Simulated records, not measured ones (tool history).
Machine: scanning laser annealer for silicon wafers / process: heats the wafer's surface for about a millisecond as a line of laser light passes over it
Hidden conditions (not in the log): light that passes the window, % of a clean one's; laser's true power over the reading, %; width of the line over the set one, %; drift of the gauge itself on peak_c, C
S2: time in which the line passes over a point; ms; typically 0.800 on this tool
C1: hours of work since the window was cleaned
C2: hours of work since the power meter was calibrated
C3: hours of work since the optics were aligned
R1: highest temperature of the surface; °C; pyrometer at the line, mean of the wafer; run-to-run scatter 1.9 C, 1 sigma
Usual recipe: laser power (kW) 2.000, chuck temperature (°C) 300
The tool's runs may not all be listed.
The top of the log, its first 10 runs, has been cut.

run 11 hour=680.2 | laser_power_(kW)=2.000 S2=0.800 chuck_temperature_(°C)=300 | C1=476 C2=1844 C3=1172 | R1=1062
-- hour=781.6 optics aligned, line set to its width
run 12 hour=781.6 | laser_power_(kW)=2.000 S2=0.800 chuck_temperature_(°C)=300 | C1=516 C2=1883 C3=0 | R1=1069
run 13 hour=824.3 | laser_power_(kW)=2.000 S2=0.800 chuck_temperature_(°C)=300 | C1=533 C2=1901 C3=17 | R1=1070
run 14 hour=911.3 | laser_power_(kW)=1.830 S2=0.800 chuck_temperature_(°C)=300 | C1=568 C2=1936 C3=53 | R1=1004
run 15 hour=999.6 | laser_power_(kW)=1.785 S2=0.800 chuck_temperature_(°C)=300 | C1=604 C2=1972 C3=89 | R1=988
run 16 hour=1074.1 | laser_power_(kW)=2.000 S2=0.800 chuck_temperature_(°C)=300 | C1=635 C2=2002 C3=119 | R1=1064
-- hour=1122.2 window over the wafer cleaned
run 17 hour=1163.3 | laser_power_(kW)=2.000 S2=0.800 chuck_temperature_(°C)=300 | C1=17 C2=2038 C3=155 | R1=1084
run 18 hour=1238.4 | laser_power_(kW)=2.000 S2=0.800 chuck_temperature_(°C)=300 | C1=47 C2=2069 C3=185 | R1=1083
run 19 hour=1311.5 | laser_power_(kW)=2.000 S2=0.800 chuck_temperature_(°C)=300 | C1=77 C2=2098 C3=215 | R1=1082
run 20 hour=1397.4 | laser_power_(kW)=2.000 S2=0.800 chuck_temperature_(°C)=300 | C1=112 C2=2133 C3=250 | R1=1082
run 21 hour=1456.2 | laser_power_(kW)=2.000 S2=0.655 chuck_temperature_(°C)=300 | C1=136 C2=2157 C3=274 | R1=1001
run 22 hour=1504.2 | laser_power_(kW)=2.000 S2=0.567 chuck_temperature_(°C)=309 | C1=156 C2=2177 C3=294 | R1=951

Estimate the outcome of run 23 from the log above:
run 23 hour=1599.4 | laser_power_(kW)=2.000 S2=0.567 chuck_temperature_(°C)=309 | C1=194 C2=2216 C3=332 | R1=?

For run 23 the tool returned R1 951 °C.
On a tool with no hidden condition, and with the same random variation, this run would have come out at R1 957 °C.
